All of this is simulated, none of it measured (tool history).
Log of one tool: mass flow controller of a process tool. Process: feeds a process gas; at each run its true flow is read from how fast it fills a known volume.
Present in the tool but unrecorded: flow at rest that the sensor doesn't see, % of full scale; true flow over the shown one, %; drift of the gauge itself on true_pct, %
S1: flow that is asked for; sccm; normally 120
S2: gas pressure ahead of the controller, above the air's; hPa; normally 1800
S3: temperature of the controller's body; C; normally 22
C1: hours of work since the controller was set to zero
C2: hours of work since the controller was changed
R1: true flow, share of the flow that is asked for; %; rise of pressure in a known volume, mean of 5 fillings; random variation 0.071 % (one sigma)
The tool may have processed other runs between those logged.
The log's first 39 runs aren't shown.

{"run": 40, "hour": 2922.3, "S1": 107, "S2": 1870, "S3": 34, "C1": 3418, "C2": 3418, "R1": 99.48}
{"run": 41, "hour": 2974.9, "S1": 107, "S2": 2710, "S3": 27, "C1": 3449, "C2": 3449, "R1": 98.5}
{"run": 42, "hour": 3031.6, "S1": 120, "S2": 1770, "S3": 27, "C1": 3481, "C2": 3481, "R1": 98.93}
{"run": 43, "hour": 3087.2, "S1": 46, "S2": 1770, "S3": 27, "C1": 3514, "C2": 3514, "R1": 99.18}
{"run": 44, "hour": 3160.0, "S1": 46, "S2": 1860, "S3": 34, "C1": 3556, "C2": 3556, "R1": 99.73}
{"run": 45, "hour": 3256.8, "S1": 25, "S2": 2440, "S3": 34, "C1": 3612, "C2": 3612, "R1": 100.55}
{"run": 46, "hour": 3365.6, "S1": 171, "S2": 2570, "S3": 38, "C1": 3675, "C2": 3675, "R1": 99.54}
{"run": 47, "hour": 3443.1, "S1": 117, "S2": 1460, "S3": 26, "C1": 3720, "C2": 3720, "R1": 98.9}
{"run": 48, "hour": 3556.3, "S1": 117, "S2": 1460, "S3": 26, "C1": 3785, "C2": 3785, "R1": 98.84}

3 options for the next run, each taken on its own from the tool as it stands now. Forecast them:
{"run": "A", "hour": 3610.9, "S1": 62, "S2": 2150, "S3": 24, "C1": 3817, "C2": 3817, "R1": "?"}
{"run": "B", "hour": 3610.9, "S1": 28, "S2": 1590, "S3": 30, "C1": 3817, "C2": 3817, "R1": "?"}
{"run": "C", "hour": 3610.9, "S1": 55, "S2": 2190, "S3": 22, "C1": 3817, "C2": 3817, "R1": "?"}

run=A R1=98.63
run=B R1=100.19
run=C R1=98.52
The same runs, with their run-to-run variation unchanged, on a tool lacking any hidden condition would have given:
run=A R1=99.38
run=B R1=99.86
run=C R1=99.15

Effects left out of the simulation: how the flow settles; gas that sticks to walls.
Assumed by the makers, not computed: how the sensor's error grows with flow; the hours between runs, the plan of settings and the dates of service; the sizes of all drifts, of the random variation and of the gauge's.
